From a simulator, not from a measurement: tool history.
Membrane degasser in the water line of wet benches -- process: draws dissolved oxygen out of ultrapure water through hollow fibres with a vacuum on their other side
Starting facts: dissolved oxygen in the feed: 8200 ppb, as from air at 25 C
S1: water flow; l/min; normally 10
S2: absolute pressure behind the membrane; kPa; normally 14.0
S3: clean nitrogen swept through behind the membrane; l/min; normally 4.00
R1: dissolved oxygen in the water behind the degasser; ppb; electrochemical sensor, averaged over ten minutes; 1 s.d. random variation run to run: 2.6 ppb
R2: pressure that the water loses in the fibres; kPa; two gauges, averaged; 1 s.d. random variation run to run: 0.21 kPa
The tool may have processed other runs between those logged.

run	day	S1	S2	S3	R1	R2
1	0.000	10	14.0	4.00	252.3	47.03
2	1.217	11	14.0	4.00	305.5	51.99
3	2.771	11	14.0	4.00	305.1	51.79
4	3.567	11	14.0	4.00	304.3	51.97
5	4.983	11	14.0	4.00	302.9	52.38
6	6.492	11	14.0	4.00	302.9	51.96
7	8.258	8	14.0	4.00	178.4	37.53
8	9.192	8	14.0	4.00	185.6	37.79
9	10.958	8	14.0	4.00	186.4	37.88
10	12.529	10	14.0	4.00	259.7	46.96
11	13.454	10	14.0	4.00	261.4	47.29
12	14.725	10	14.0	9.64	225.3	47.05
# day 15.217: vacuum gauge calibrated
13	16.633	10	14.0	9.64	227.4	47.19
14	18.142	10	14.0	9.64	228.4	47.15
15	19.475	10	14.0	4.00	263.5	47.00
16	20.746	10	14.0	3.08	275.9	46.93
17	22.646	10	14.0	3.08	281.0	46.82
18	23.908	8	10.5	6.61	153.9	37.40
19	25.058	8	13.6	6.61	161.7	37.93
20	26.904	8	13.6	6.61	159.4	37.15
21	27.821	15	11.5	7.19	414.1	69.82
22	29.371	9	12.6	6.61	191.4	41.87
23	31.033	9	12.6	6.61	195.2	42.03
24	32.392	8	14.0	8.06	157.3	37.57
25	33.375	11	15.3	8.06	273.8	51.32
26	35.108	11	15.3	8.06	270.4	51.18
27	36.288	9	16.7	5.88	215.1	41.65

Run 28, settings as shown, results not yet in. Your forecast:
28	37.688	7	24.9	3.68	?	?

Run 28 came out at R1 200.4 ppb, R2 32.47 kPa.
The same run, on a tool lacking any hidden state, would have yielded R1 200.2 ppb, R2 33.05 kPa.

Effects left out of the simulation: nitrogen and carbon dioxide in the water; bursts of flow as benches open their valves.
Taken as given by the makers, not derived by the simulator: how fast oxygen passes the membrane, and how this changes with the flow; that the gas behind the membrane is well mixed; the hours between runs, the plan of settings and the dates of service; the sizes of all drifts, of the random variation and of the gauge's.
